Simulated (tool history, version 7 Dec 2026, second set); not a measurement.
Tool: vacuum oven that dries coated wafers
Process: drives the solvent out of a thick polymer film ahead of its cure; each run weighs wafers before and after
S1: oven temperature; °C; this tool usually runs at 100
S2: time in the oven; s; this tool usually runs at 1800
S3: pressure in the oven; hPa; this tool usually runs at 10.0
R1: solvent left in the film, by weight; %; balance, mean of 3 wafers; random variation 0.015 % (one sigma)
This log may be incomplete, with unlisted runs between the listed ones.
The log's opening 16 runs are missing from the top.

run,day,S1,S2,S3,R1
17,52.417,100,1800,10.0,4.29
18,54.888,100,1800,10.0,4.29
# day 56.767: vacuum gauge cleaned of residue and calibrated
19,58.504,100,1800,5.6,3.33
20,62.767,100,1800,5.6,3.32
# day 63.279: oven's thermocouples calibrated
21,66.050,111,1800,10.0,1.27
22,69.808,100,1680,10.0,4.11
23,73.275,100,1680,10.0,4.08
24,78.329,100,1680,10.0,4.07
25,80.633,86,1140,7.7,12.86
# day 81.900: oven's thermocouples calibrated, once more
26,84.738,86,1140,7.7,13.45
27,89.200,93,1680,7.7,7.63
28,93.796,89,1800,7.9,9.23
29,98.854,89,1800,7.9,9.16
30,102.758,100,2220,8.9,3.09
31,105.767,100,2220,8.9,3.08
32,109.375,87,1200,14.8,13.50
33,114.100,87,1200,14.8,13.41
34,118.867,112,2580,7.7,0.88
35,123.508,112,2580,7.7,0.85

Expected results for the next run?
36,126.058,113,2820,19.4,?

Logged for run 36: R1 1.84 %.
The same run, on a tool lacking any hidden state, would have yielded R1 1.77 %.

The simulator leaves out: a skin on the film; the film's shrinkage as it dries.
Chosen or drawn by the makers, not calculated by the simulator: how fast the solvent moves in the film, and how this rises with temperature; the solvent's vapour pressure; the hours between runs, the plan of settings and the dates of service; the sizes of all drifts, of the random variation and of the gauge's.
